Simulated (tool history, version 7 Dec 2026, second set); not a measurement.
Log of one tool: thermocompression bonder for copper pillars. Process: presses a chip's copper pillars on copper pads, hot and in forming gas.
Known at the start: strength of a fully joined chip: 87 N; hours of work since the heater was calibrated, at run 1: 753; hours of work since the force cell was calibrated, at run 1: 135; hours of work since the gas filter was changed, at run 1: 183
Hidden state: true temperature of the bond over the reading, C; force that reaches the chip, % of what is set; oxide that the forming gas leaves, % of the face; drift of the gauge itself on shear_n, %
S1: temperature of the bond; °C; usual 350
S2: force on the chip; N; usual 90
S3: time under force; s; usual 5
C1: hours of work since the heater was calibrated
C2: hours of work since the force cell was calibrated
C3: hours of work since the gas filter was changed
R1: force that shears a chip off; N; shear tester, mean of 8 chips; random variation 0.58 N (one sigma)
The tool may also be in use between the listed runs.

run 1 hour=0.0 | S1=350 S2=90 S3=5 | C1=753 C2=135 C3=183 | R1=30.6
run 2 hour=14.5 | S1=350 S2=90 S3=5 | C1=762 C2=144 C3=192 | R1=31.1
run 3 hour=23.2 | S1=350 S2=90 S3=5 | C1=767 C2=149 C3=197 | R1=30.4
run 4 hour=37.8 | S1=350 S2=90 S3=5 | C1=776 C2=158 C3=206 | R1=31.8
run 5 hour=52.5 | S1=350 S2=90 S3=5 | C1=785 C2=167 C3=215 | R1=30.9
run 6 hour=64.2 | S1=350 S2=90 S3=5 | C1=792 C2=174 C3=222 | R1=31.1
run 7 hour=76.3 | S1=350 S2=90 S3=5 | C1=799 C2=182 C3=229 | R1=30.4
run 8 hour=88.3 | S1=350 S2=90 S3=5 | C1=807 C2=189 C3=236 | R1=31.3
run 9 hour=94.6 | S1=350 S2=90 S3=5 | C1=810 C2=193 C3=240 | R1=31.1
run 10 hour=106.3 | S1=350 S2=90 S3=5 | C1=818 C2=200 C3=247 | R1=31.4
run 11 hour=115.1 | S1=350 S2=90 S3=5 | C1=823 C2=205 C3=253 | R1=30.5
run 12 hour=126.7 | S1=350 S2=90 S3=5 | C1=830 C2=212 C3=260 | R1=30.9
run 13 hour=140.1 | S1=350 S2=90 S3=5 | C1=838 C2=220 C3=268 | R1=30.9
run 14 hour=148.6 | S1=350 S2=90 S3=8 | C1=843 C2=225 C3=273 | R1=36.7
run 15 hour=162.7 | S1=350 S2=90 S3=8 | C1=852 C2=234 C3=282 | R1=37.6
run 16 hour=171.4 | S1=350 S2=90 S3=5 | C1=857 C2=239 C3=287 | R1=31.5
run 17 hour=180.4 | S1=350 S2=90 S3=12 | C1=863 C2=245 C3=292 | R1=42.7
run 18 hour=188.4 | S1=350 S2=90 S3=5 | C1=867 C2=250 C3=297 | R1=30.6
run 19 hour=197.2 | S1=350 S2=90 S3=5 | C1=873 C2=255 C3=302 | R1=29.3
run 20 hour=211.3 | S1=350 S2=90 S3=5 | C1=881 C2=263 C3=311 | R1=30.7
run 21 hour=219.2 | S1=350 S2=90 S3=5 | C1=886 C2=268 C3=316 | R1=30.6
run 22 hour=227.4 | S1=379 S2=111 S3=5 | C1=891 C2=273 C3=321 | R1=45.3
run 23 hour=235.4 | S1=379 S2=111 S3=5 | C1=896 C2=278 C3=326 | R1=47.2
run 24 hour=246.8 | S1=369 S2=88 S3=5 | C1=903 C2=285 C3=333 | R1=36.6
run 25 hour=254.5 | S1=344 S2=64 S3=4 | C1=908 C2=290 C3=337 | R1=21.1
run 26 hour=262.5 | S1=350 S2=71 S3=5 | C1=912 C2=295 C3=342 | R1=27.2
run 27 hour=272.8 | S1=333 S2=90 S3=6 | C1=919 C2=301 C3=348 | R1=28.3
run 28 hour=284.2 | S1=350 S2=103 S3=5 | C1=926 C2=308 C3=355 | R1=32.6
run 29 hour=294.8 | S1=350 S2=103 S3=5 | C1=932 C2=314 C3=362 | R1=32.7
run 30 hour=308.9 | S1=368 S2=90 S3=7 | C1=941 C2=323 C3=370 | R1=41.7
run 31 hour=322.0 | S1=368 S2=90 S3=7 | C1=949 C2=331 C3=378 | R1=42.0
run 32 hour=330.2 | S1=331 S2=105 S3=5 | C1=953 C2=336 C3=383 | R1=28.1
run 33 hour=345.3 | S1=330 S2=66 S3=6 | C1=963 C2=345 C3=392 | R1=21.9
run 34 hour=360.5 | S1=364 S2=86 S3=4 | C1=972 C2=354 C3=402 | R1=31.6
run 35 hour=368.6 | S1=369 S2=72 S3=5 | C1=977 C2=359 C3=407 | R1=32.6
run 36 hour=380.9 | S1=369 S2=72 S3=5 | C1=984 C2=366 C3=414 | R1=33.7
run 37 hour=392.7 | S1=369 S2=72 S3=5 | C1=991 C2=374 C3=421 | R1=32.4
-- hour=395.2 forming gas filter changed
run 38 hour=403.5 | S1=339 S2=61 S3=5 | C1=998 C2=380 C3=5 | R1=21.2
run 39 hour=412.5 | S1=341 S2=61 S3=5 | C1=1003 C2=385 C3=10 | R1=22.4

Forecast each of these 3 alternatives for the next run:
run A hour=423.8 | S1=341 S2=97 S3=5 | C1=1010 C2=392 C3=17 | R1=?
run B hour=423.8 | S1=373 S2=90 S3=5 | C1=1010 C2=392 C3=17 | R1=?
run C hour=423.8 | S1=328 S2=62 S3=5 | C1=1010 C2=392 C3=17 | R1=?

run=A R1=29.2
run=B R1=39.1
run=C R1=18.4
Without the tool's hidden state the same runs would have given:
run=A R1=29.3
run=B R1=39.2
run=C R1=18.5

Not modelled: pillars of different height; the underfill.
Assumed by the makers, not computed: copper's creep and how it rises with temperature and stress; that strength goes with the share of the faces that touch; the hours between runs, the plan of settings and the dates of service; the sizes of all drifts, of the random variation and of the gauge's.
